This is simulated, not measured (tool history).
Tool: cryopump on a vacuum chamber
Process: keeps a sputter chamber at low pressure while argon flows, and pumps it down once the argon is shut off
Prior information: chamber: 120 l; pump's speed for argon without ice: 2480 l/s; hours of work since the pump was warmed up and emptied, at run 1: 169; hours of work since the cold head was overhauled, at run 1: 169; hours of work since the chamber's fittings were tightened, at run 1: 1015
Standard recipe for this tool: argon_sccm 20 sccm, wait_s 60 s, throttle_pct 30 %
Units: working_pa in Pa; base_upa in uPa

run   hour  argon_sccm  wait_s  throttle_pct  hours of work since the pump was warmed up and emptied  hours of work since the cold head was overhauled  hours of work since the chamber's fittings were tightened  working_pa  base_upa
  1    0.0          20      60            30                                                     169                                               169                                                       1015      0.0464      0.68
  2   13.5          20      60            30                                                     177                                               177                                                       1023      0.0466      0.68
  3   24.6          20      60            30                                                     183                                               183                                                       1029      0.0468      0.68
  4   42.4          20      60            30                                                     193                                               193                                                       1039      0.0472      0.69
  5   69.4          20      60            30                                                     209                                               209                                                       1055      0.0464      0.71
  6   84.7          20      60            30                                                     217                                               217                                                       1063      0.0460      0.70
  7  100.0          20      60            30                                                     226                                               226                                                       1072      0.0469      0.71
  8  116.9          29      60            30                                                     236                                               236                                                       1082      0.0683      0.71
  9  128.4          10      60            30                                                     242                                               242                                                       1088      0.0229      0.69
 10  154.4          10      60            30                                                     257                                               257                                                       1103      0.0232      0.67
 11  170.3          20      22            24                                                     266                                               266                                                       1112      0.0587      1.57
 12  192.0          17     124            20                                                     279                                               279                                                       1125      0.0598      0.42
 13  204.6          18      60            38                                                     286                                               286                                                       1132      0.0340      0.69
 14  222.9          31      34            50                                                     296                                               296                                                       1142      0.0449      1.09
 15  249.9          31      34            50                                                     312                                               312                                                       1158      0.0445      1.11

What if the next run were any one of these 3? Each begins from the tool's condition after run 15:
  A  275.7          10      99            16                                                     326                                               326                                                       1172           ?         ?
  B  275.7          20     201            30                                                     326                                               326                                                       1172           ?         ?
  C  275.7          20      68            30                                                     326                                               326                                                       1172           ?         ?

run  working_pa  base_upa
  A      0.0437      0.52
  B      0.0464      0.32
  C      0.0482      0.65
The same runs, with their run-to-run variation unchanged, on a tool lacking any hidden condition would have given:
run  working_pa  base_upa
  A      0.0428      0.45
  B      0.0446      0.26
  C      0.0464      0.58

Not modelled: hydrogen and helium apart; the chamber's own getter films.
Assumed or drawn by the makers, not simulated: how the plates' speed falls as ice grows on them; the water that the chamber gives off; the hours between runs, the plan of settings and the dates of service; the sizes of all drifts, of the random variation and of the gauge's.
